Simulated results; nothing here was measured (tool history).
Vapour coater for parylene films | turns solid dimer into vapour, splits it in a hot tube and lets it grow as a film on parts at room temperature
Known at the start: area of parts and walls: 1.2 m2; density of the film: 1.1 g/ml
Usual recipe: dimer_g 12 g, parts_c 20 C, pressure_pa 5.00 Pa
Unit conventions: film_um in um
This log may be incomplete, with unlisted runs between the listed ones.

run	hour	dimer_g	parts_c	pressure_pa	film_um
1	0.0	12	20	5.00	3.94
2	20.4	12	14	5.00	5.56
3	35.1	12	14	5.00	5.51
4	46.6	12	14	5.00	5.59
5	63.9	12	14	5.00	5.53
6	78.9	12	14	5.00	5.46
7	93.7	12	20	5.00	4.28
8	106.5	12	24	5.00	3.62
9	120.2	20	24	5.00	6.15
10	132.1	20	24	5.00	6.06
11	143.3	20	24	5.00	6.00
12	151.6	20	24	5.00	6.04
13	164.1	20	24	5.00	6.06
14	177.2	20	24	5.00	5.98
15	189.9	12	30	5.00	2.85
16	198.0	12	30	5.00	2.82
17	205.7	12	20	5.00	4.30
18	217.4	12	20	5.00	4.22
19	233.7	18	21	7.61	5.79
20	241.8	18	21	7.61	5.79
21	255.1	18	21	7.61	5.77
22	266.5	18	19	5.12	6.55
23	278.1	5	20	2.03	1.87
24	293.9	11	31	2.94	2.60
25	307.8	12	18	4.82	4.55
26	317.7	21	25	5.00	5.91
27	334.4	14	25	4.35	4.01
28	351.3	11	14	3.67	4.97
29	363.4	8	20	9.59	2.61
30	371.8	8	20	9.59	2.57
31	379.9	10	21	3.64	3.42
32	394.0	10	23	3.08	3.26
33	408.9	10	23	3.08	3.20
34	419.3	12	17	6.87	4.46
35	435.8	8	15	6.87	3.22

Between the runs listed above, the log contained 1 entry, not reproduced here. Where in the sequence does each belong, and how does what the log doesn't record of the tool's condition differ from the listed run before to the listed run after?
From run 1 to run 2: trap's valve overhauled (hour 10.9)
  vapour lost through the trap's worn valve, %: 10 -> 0.3; true temperature of the parts over the reading, C: 0.4 -> 0.41
  measured minus no-state result, film_um: -0.50 -> -0.11 um
